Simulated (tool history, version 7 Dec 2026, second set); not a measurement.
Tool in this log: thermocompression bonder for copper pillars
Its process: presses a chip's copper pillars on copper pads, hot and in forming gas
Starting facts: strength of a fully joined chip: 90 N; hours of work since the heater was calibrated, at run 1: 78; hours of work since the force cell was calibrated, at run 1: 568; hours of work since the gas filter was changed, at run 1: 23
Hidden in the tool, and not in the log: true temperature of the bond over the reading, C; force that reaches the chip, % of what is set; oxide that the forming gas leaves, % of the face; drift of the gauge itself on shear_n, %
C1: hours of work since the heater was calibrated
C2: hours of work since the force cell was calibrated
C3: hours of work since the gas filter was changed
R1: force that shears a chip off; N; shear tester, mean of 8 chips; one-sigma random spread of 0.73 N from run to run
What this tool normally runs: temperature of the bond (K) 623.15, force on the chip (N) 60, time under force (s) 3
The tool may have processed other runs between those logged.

{"run": 1, "hour": 0.0, "temperature of the bond (K)": 623.15, "force on the chip (N)": 60, "time under force (s)": 3, "C1": 78, "C2": 568, "C3": 23, "R1": 54.2}
{"run": 2, "hour": 9.2, "temperature of the bond (K)": 623.15, "force on the chip (N)": 60, "time under force (s)": 3, "C1": 84, "C2": 573, "C3": 29, "R1": 55.2}
{"run": 3, "hour": 16.6, "temperature of the bond (K)": 636.15, "force on the chip (N)": 60, "time under force (s)": 3, "C1": 88, "C2": 578, "C3": 33, "R1": 60.4}
{"run": 4, "hour": 26.4, "temperature of the bond (K)": 636.15, "force on the chip (N)": 60, "time under force (s)": 3, "C1": 94, "C2": 584, "C3": 39, "R1": 60.2}
{"run": 5, "hour": 31.6, "temperature of the bond (K)": 636.15, "force on the chip (N)": 60, "time under force (s)": 3, "C1": 97, "C2": 587, "C3": 42, "R1": 60.1}
{"run": 6, "hour": 41.8, "temperature of the bond (K)": 636.15, "force on the chip (N)": 60, "time under force (s)": 3, "C1": 103, "C2": 593, "C3": 48, "R1": 61.3}
{"run": 7, "hour": 49.7, "temperature of the bond (K)": 636.15, "force on the chip (N)": 60, "time under force (s)": 3, "C1": 108, "C2": 598, "C3": 53, "R1": 59.5}
{"run": 8, "hour": 54.3, "temperature of the bond (K)": 623.15, "force on the chip (N)": 60, "time under force (s)": 3, "C1": 111, "C2": 600, "C3": 56, "R1": 52.9}
{"run": 9, "hour": 61.9, "temperature of the bond (K)": 623.15, "force on the chip (N)": 60, "time under force (s)": 3, "C1": 115, "C2": 605, "C3": 60, "R1": 53.2}
{"run": 10, "hour": 66.5, "temperature of the bond (K)": 623.15, "force on the chip (N)": 60, "time under force (s)": 3, "C1": 118, "C2": 608, "C3": 63, "R1": 53.4}
{"run": 11, "hour": 71.9, "temperature of the bond (K)": 623.15, "force on the chip (N)": 60, "time under force (s)": 3, "C1": 121, "C2": 611, "C3": 66, "R1": 54.9}
{"run": 12, "hour": 81.8, "temperature of the bond (K)": 623.15, "force on the chip (N)": 60, "time under force (s)": 3, "C1": 127, "C2": 617, "C3": 72, "R1": 52.9}
{"run": 13, "hour": 88.4, "temperature of the bond (K)": 623.15, "force on the chip (N)": 46, "time under force (s)": 3, "C1": 131, "C2": 621, "C3": 76, "R1": 45.5}
{"run": 14, "hour": 97.6, "temperature of the bond (K)": 623.15, "force on the chip (N)": 63, "time under force (s)": 3, "C1": 137, "C2": 626, "C3": 82, "R1": 55.0}
{"run": 15, "hour": 102.5, "temperature of the bond (K)": 623.15, "force on the chip (N)": 55, "time under force (s)": 7, "C1": 140, "C2": 629, "C3": 85, "R1": 64.7}
{"run": 16, "hour": 109.3, "temperature of the bond (K)": 623.15, "force on the chip (N)": 55, "time under force (s)": 7, "C1": 144, "C2": 633, "C3": 89, "R1": 64.8}
{"run": 17, "hour": 118.2, "temperature of the bond (K)": 623.15, "force on the chip (N)": 60, "time under force (s)": 4, "C1": 149, "C2": 639, "C3": 94, "R1": 58.0}
{"run": 18, "hour": 128.2, "temperature of the bond (K)": 633.15, "force on the chip (N)": 60, "time under force (s)": 4, "C1": 155, "C2": 645, "C3": 100, "R1": 62.2}
{"run": 19, "hour": 137.6, "temperature of the bond (K)": 623.15, "force on the chip (N)": 71, "time under force (s)": 3, "C1": 161, "C2": 650, "C3": 106, "R1": 57.2}
{"run": 20, "hour": 144.0, "temperature of the bond (K)": 615.15, "force on the chip (N)": 39, "time under force (s)": 3, "C1": 164, "C2": 654, "C3": 110, "R1": 37.4}
{"run": 21, "hour": 153.1, "temperature of the bond (K)": 615.15, "force on the chip (N)": 39, "time under force (s)": 3, "C1": 170, "C2": 660, "C3": 115, "R1": 37.4}
{"run": 22, "hour": 159.2, "temperature of the bond (K)": 609.15, "force on the chip (N)": 39, "time under force (s)": 7, "C1": 173, "C2": 663, "C3": 119, "R1": 46.6}
{"run": 23, "hour": 168.0, "temperature of the bond (K)": 639.15, "force on the chip (N)": 83, "time under force (s)": 6, "C1": 179, "C2": 669, "C3": 124, "R1": 77.8}
{"run": 24, "hour": 175.3, "temperature of the bond (K)": 639.15, "force on the chip (N)": 83, "time under force (s)": 6, "C1": 183, "C2": 673, "C3": 128, "R1": 76.5}
{"run": 25, "hour": 182.8, "temperature of the bond (K)": 639.15, "force on the chip (N)": 83, "time under force (s)": 6, "C1": 188, "C2": 677, "C3": 133, "R1": 78.6}

4 options for the next run, each taken on its own from the tool as it stands now. Forecast them:
{"run": "A", "hour": 187.3, "temperature of the bond (K)": 594.15, "force on the chip (N)": 83, "time under force (s)": 6, "C1": 190, "C2": 680, "C3": 136, "R1": "?"}
{"run": "B", "hour": 187.3, "temperature of the bond (K)": 607.15, "force on the chip (N)": 85, "time under force (s)": 3, "C1": 190, "C2": 680, "C3": 136, "R1": "?"}
{"run": "C", "hour": 187.3, "temperature of the bond (K)": 620.15, "force on the chip (N)": 83, "time under force (s)": 6, "C1": 190, "C2": 680, "C3": 136, "R1": "?"}
{"run": "D", "hour": 187.3, "temperature of the bond (K)": 639.15, "force on the chip (N)": 72, "time under force (s)": 6, "C1": 190, "C2": 680, "C3": 136, "R1": "?"}

run=A R1=59.1
run=B R1=57.0
run=C R1=72.4
run=D R1=75.0
Take away the tool's hidden state, keep each run's random variation, and the runs would have read:
run=A R1=60.4
run=B R1=58.1
run=C R1=74.5
run=D R1=77.3

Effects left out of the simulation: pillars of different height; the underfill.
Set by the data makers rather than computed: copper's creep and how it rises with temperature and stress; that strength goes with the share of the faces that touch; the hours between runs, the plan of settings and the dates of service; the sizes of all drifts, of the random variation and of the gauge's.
